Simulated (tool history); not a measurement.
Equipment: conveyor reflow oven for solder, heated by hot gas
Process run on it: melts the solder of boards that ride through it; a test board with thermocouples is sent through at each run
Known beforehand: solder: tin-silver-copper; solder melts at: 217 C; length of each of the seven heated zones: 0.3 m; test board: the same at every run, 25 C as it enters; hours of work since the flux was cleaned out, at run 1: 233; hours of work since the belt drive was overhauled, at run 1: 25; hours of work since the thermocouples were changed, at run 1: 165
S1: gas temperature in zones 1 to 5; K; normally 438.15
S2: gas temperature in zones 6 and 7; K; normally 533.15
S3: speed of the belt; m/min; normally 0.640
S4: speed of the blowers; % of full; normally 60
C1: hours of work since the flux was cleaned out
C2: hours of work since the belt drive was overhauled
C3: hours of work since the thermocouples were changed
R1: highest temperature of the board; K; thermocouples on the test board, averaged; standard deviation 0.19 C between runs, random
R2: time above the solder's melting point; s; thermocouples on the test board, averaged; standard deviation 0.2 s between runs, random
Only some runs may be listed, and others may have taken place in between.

| run | hour | S1 | S2 | S3 | S4 | C1 | C2 | C3 | R1 | R2 |
|---|---|---|---|---|---|---|---|---|---|---|
| 1 | 0.0 | 438.15 | 533.15 | 0.640 | 60 | 233 | 25 | 165 | 510.35 | 27.8 |
| 2 | 27.8 | 438.15 | 533.15 | 0.640 | 60 | 250 | 42 | 182 | 509.55 | 27.9 |
| 3 | 57.9 | 438.15 | 533.15 | 0.622 | 60 | 269 | 61 | 201 | 511.05 | 29.6 |
| 4 | 80.9 | 438.15 | 533.15 | 0.622 | 60 | 284 | 75 | 216 | 510.85 | 29.4 |
| 5 | 116.1 | 438.15 | 533.15 | 0.622 | 60 | 306 | 98 | 238 | 510.75 | 29.4 |
|  | 141.5 | flux residue cleaned out of gas plates and filters |
| 6 | 144.8 | 438.15 | 533.15 | 0.622 | 72 | 2 | 113 | 253 | 515.35 | 34.4 |
| 7 | 179.2 | 438.15 | 533.15 | 0.622 | 72 | 24 | 134 | 275 | 515.65 | 34.4 |
| 8 | 206.6 | 438.15 | 533.15 | 0.622 | 72 | 41 | 152 | 292 | 515.35 | 34.7 |
| 9 | 244.6 | 438.15 | 533.15 | 0.622 | 72 | 65 | 175 | 316 | 515.05 | 33.8 |
| 10 | 268.6 | 438.15 | 533.15 | 0.622 | 72 | 80 | 191 | 331 | 515.25 | 33.9 |
| 11 | 298.8 | 428.15 | 533.15 | 0.640 | 60 | 99 | 210 | 350 | 508.55 | 24.6 |
| 12 | 342.4 | 438.15 | 533.15 | 0.640 | 52 | 127 | 237 | 377 | 508.55 | 26.3 |
| 13 | 361.5 | 438.15 | 533.15 | 0.640 | 64 | 139 | 249 | 389 | 512.15 | 30.0 |
| 14 | 392.6 | 438.15 | 528.15 | 0.640 | 64 | 158 | 269 | 409 | 507.75 | 26.0 |
| 15 | 415.9 | 438.15 | 526.15 | 0.640 | 60 | 173 | 283 | 424 | 504.85 | 23.4 |
| 16 | 445.7 | 438.15 | 527.15 | 0.644 | 60 | 192 | 302 | 443 | 505.55 | 23.0 |
| 17 | 466.1 | 438.15 | 527.15 | 0.644 | 60 | 205 | 315 | 455 | 505.35 | 22.8 |
| 18 | 493.2 | 438.15 | 533.15 | 0.669 | 60 | 222 | 332 | 472 | 508.45 | 25.1 |
| 19 | 523.5 | 431.15 | 533.15 | 0.669 | 60 | 241 | 351 | 491 | 506.85 | 21.8 |
| 20 | 564.1 | 431.15 | 548.15 | 0.669 | 53 | 266 | 377 | 517 | 516.35 | 29.3 |
| 21 | 587.4 | 432.15 | 548.15 | 0.545 | 53 | 281 | 392 | 532 | 525.75 | 45.0 |
| 22 | 608.2 | 438.15 | 540.15 | 0.511 | 60 | 294 | 405 | 545 | 524.25 | 49.8 |
| 23 | 634.1 | 438.15 | 533.15 | 0.640 | 80 | 310 | 421 | 561 | 514.25 | 32.5 |
|  | 651.6 | flux residue cleaned out of gas plates and filters |
| 24 | 671.4 | 452.15 | 524.15 | 0.614 | 87 | 12 | 441 | 582 | 513.35 | 39.2 |
| 25 | 697.2 | 452.15 | 524.15 | 0.605 | 75 | 29 | 457 | 598 | 511.65 | 38.1 |
| 26 | 727.1 | 452.15 | 524.15 | 0.605 | 75 | 48 | 476 | 617 | 511.65 | 37.7 |
| 27 | 747.7 | 448.15 | 536.15 | 0.556 | 55 | 61 | 489 | 630 | 520.05 | 45.3 |
| 28 | 791.5 | 448.15 | 536.15 | 0.767 | 55 | 88 | 517 | 657 | 507.85 | 22.2 |
| 29 | 831.9 | 436.15 | 523.15 | 0.530 | 65 | 114 | 542 | 683 | 510.45 | 36.3 |
|  | 850.9 | thermocouples of zones 6 and 7 changed |
| 30 | 876.6 | 438.15 | 533.15 | 0.511 | 68 | 141 | 569 | 16 | 520.75 | 48.2 |

Each row is a separate what-if for the run after 30, all from the same tool condition, not one after another. Results?
| A | 913.3 | 438.15 | 535.15 | 0.679 | 68 | 164 | 592 | 39 | ? | ? |
| B | 913.3 | 448.15 | 538.15 | 0.511 | 57 | 164 | 592 | 39 | ? | ? |
| C | 913.3 | 438.15 | 533.15 | 0.737 | 60 | 164 | 592 | 39 | ? | ? |
| D | 913.3 | 438.15 | 529.15 | 0.640 | 60 | 164 | 592 | 39 | ? | ? |

| run | R1 | R2 |
|---|---|---|
| A | 513.25 | 29.0 |
| B | 524.45 | 53.3 |
| C | 505.75 | 19.9 |
| D | 508.55 | 26.6 |
The same runs, with their run-to-run variation unchanged, on a tool lacking any hidden condition would have given:
| run | R1 | R2 |
|---|---|---|
| A | 514.25 | 29.8 |
| B | 524.95 | 53.4 |
| C | 506.75 | 20.9 |
| D | 509.35 | 27.4 |
